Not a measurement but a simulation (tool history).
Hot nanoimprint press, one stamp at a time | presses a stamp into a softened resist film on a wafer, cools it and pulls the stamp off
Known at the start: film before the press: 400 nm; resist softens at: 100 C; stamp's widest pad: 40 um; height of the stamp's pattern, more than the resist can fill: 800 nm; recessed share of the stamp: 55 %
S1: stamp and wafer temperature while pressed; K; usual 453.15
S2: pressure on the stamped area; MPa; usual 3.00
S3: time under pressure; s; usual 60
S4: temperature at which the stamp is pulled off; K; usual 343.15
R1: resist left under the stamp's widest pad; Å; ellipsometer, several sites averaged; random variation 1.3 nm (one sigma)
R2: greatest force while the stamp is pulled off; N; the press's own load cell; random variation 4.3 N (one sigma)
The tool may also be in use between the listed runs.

{"run": 1, "hour": 0.0, "S1": 453.15, "S2": 3.0, "S3": 60, "S4": 343.15, "R1": 2149, "R2": 263}
{"run": 2, "hour": 78.4, "S1": 453.15, "S2": 3.0, "S3": 60, "S4": 343.15, "R1": 2170, "R2": 273}
{"run": 3, "hour": 117.6, "S1": 453.15, "S2": 3.0, "S3": 60, "S4": 341.15, "R1": 2192, "R2": 280}
{"run": 4, "hour": 160.3, "S1": 453.15, "S2": 3.0, "S3": 60, "S4": 341.15, "R1": 2188, "R2": 285}
{"run": 5, "hour": 215.7, "S1": 453.15, "S2": 3.0, "S3": 60, "S4": 341.15, "R1": 2191, "R2": 295}
{"run": 6, "hour": 254.5, "S1": 453.15, "S2": 3.0, "S3": 60, "S4": 343.15, "R1": 2205, "R2": 299}
{"hour": 327.8, "done": "stamp cleaned and given a new release coat"}
{"run": 7, "hour": 342.3, "S1": 453.15, "S2": 3.0, "S3": 60, "S4": 346.15, "R1": 2208, "R2": 206}
{"run": 8, "hour": 415.5, "S1": 453.15, "S2": 3.0, "S3": 60, "S4": 346.15, "R1": 2246, "R2": 224}
{"hour": 424.2, "done": "plate thermocouple calibrated"}
{"run": 9, "hour": 479.1, "S1": 453.15, "S2": 3.0, "S3": 60, "S4": 337.15, "R1": 2261, "R2": 230}
{"run": 10, "hour": 566.9, "S1": 453.15, "S2": 3.0, "S3": 60, "S4": 337.15, "R1": 2262, "R2": 250}
{"hour": 643.6, "done": "press's hydraulic seals changed and the load cell set to zero"}
{"run": 11, "hour": 651.0, "S1": 453.15, "S2": 3.0, "S3": 60, "S4": 337.15, "R1": 2206, "R2": 262}
{"run": 12, "hour": 700.4, "S1": 453.15, "S2": 3.0, "S3": 60, "S4": 343.15, "R1": 2217, "R2": 257}
{"run": 13, "hour": 765.1, "S1": 462.15, "S2": 3.0, "S3": 60, "S4": 343.15, "R1": 1639, "R2": 264}
{"run": 14, "hour": 830.4, "S1": 453.15, "S2": 3.0, "S3": 60, "S4": 343.15, "R1": 2240, "R2": 270}
{"hour": 852.4, "done": "plate thermocouple calibrated, once more"}
{"run": 15, "hour": 898.1, "S1": 453.15, "S2": 3.0, "S3": 60, "S4": 343.15, "R1": 2098, "R2": 275}
{"run": 16, "hour": 976.1, "S1": 454.15, "S2": 3.47, "S3": 60, "S4": 330.15, "R1": 1908, "R2": 314}
{"run": 17, "hour": 1016.1, "S1": 453.15, "S2": 1.97, "S3": 60, "S4": 343.15, "R1": 2454, "R2": 273}
{"run": 18, "hour": 1081.0, "S1": 449.15, "S2": 2.5, "S3": 42, "S4": 344.15, "R1": 2832, "R2": 293}
{"hour": 1142.0, "done": "stamp cleaned and given a new release coat"}
{"run": 19, "hour": 1170.4, "S1": 460.15, "S2": 3.0, "S3": 57, "S4": 343.15, "R1": 1734, "R2": 207}
{"run": 20, "hour": 1238.7, "S1": 453.15, "S2": 3.0, "S3": 61, "S4": 350.15, "R1": 2119, "R2": 215}
{"run": 21, "hour": 1275.9, "S1": 453.15, "S2": 3.0, "S3": 61, "S4": 350.15, "R1": 2134, "R2": 209}
{"run": 22, "hour": 1332.4, "S1": 453.15, "S2": 3.0, "S3": 61, "S4": 350.15, "R1": 2140, "R2": 225}
{"run": 23, "hour": 1398.9, "S1": 447.15, "S2": 3.0, "S3": 48, "S4": 337.15, "R1": 2776, "R2": 251}
{"run": 24, "hour": 1457.9, "S1": 447.15, "S2": 3.0, "S3": 39, "S4": 338.15, "R1": 2958, "R2": 263}
{"hour": 1513.9, "done": "plate thermocouple calibrated"}
{"run": 25, "hour": 1548.2, "S1": 447.15, "S2": 3.0, "S3": 39, "S4": 338.15, "R1": 2867, "R2": 257}
{"run": 26, "hour": 1607.3, "S1": 447.15, "S2": 3.0, "S3": 39, "S4": 338.15, "R1": 2824, "R2": 262}
{"run": 27, "hour": 1661.2, "S1": 447.15, "S2": 3.2, "S3": 69, "S4": 338.15, "R1": 2408, "R2": 276}
{"run": 28, "hour": 1733.9, "S1": 453.15, "S2": 3.91, "S3": 74, "S4": 338.15, "R1": 1777, "R2": 288}
{"run": 29, "hour": 1803.3, "S1": 457.15, "S2": 3.0, "S3": 60, "S4": 346.15, "R1": 1909, "R2": 280}

Forecast each of these 4 alternatives for the next run:
{"run": "A", "hour": 1867.7, "S1": 457.15, "S2": 3.0, "S3": 33, "S4": 346.15, "R1": "?", "R2": "?"}
{"run": "B", "hour": 1867.7, "S1": 453.15, "S2": 3.0, "S3": 60, "S4": 336.15, "R1": "?", "R2": "?"}
{"run": "C", "hour": 1867.7, "S1": 457.15, "S2": 2.43, "S3": 60, "S4": 333.15, "R1": "?", "R2": "?"}
{"run": "D", "hour": 1867.7, "S1": 457.15, "S2": 3.7, "S3": 60, "S4": 330.15, "R1": "?", "R2": "?"}

run=A R1=2331 R2=290
run=B R1=2173 R2=316
run=C R1=2065 R2=316
run=D R1=1746 R2=317
Without the tool's hidden state the same runs would have given:
run=A R1=2239 R2=207
run=B R1=2080 R2=225
run=C R1=1987 R2=225
run=D R1=1651 R2=226

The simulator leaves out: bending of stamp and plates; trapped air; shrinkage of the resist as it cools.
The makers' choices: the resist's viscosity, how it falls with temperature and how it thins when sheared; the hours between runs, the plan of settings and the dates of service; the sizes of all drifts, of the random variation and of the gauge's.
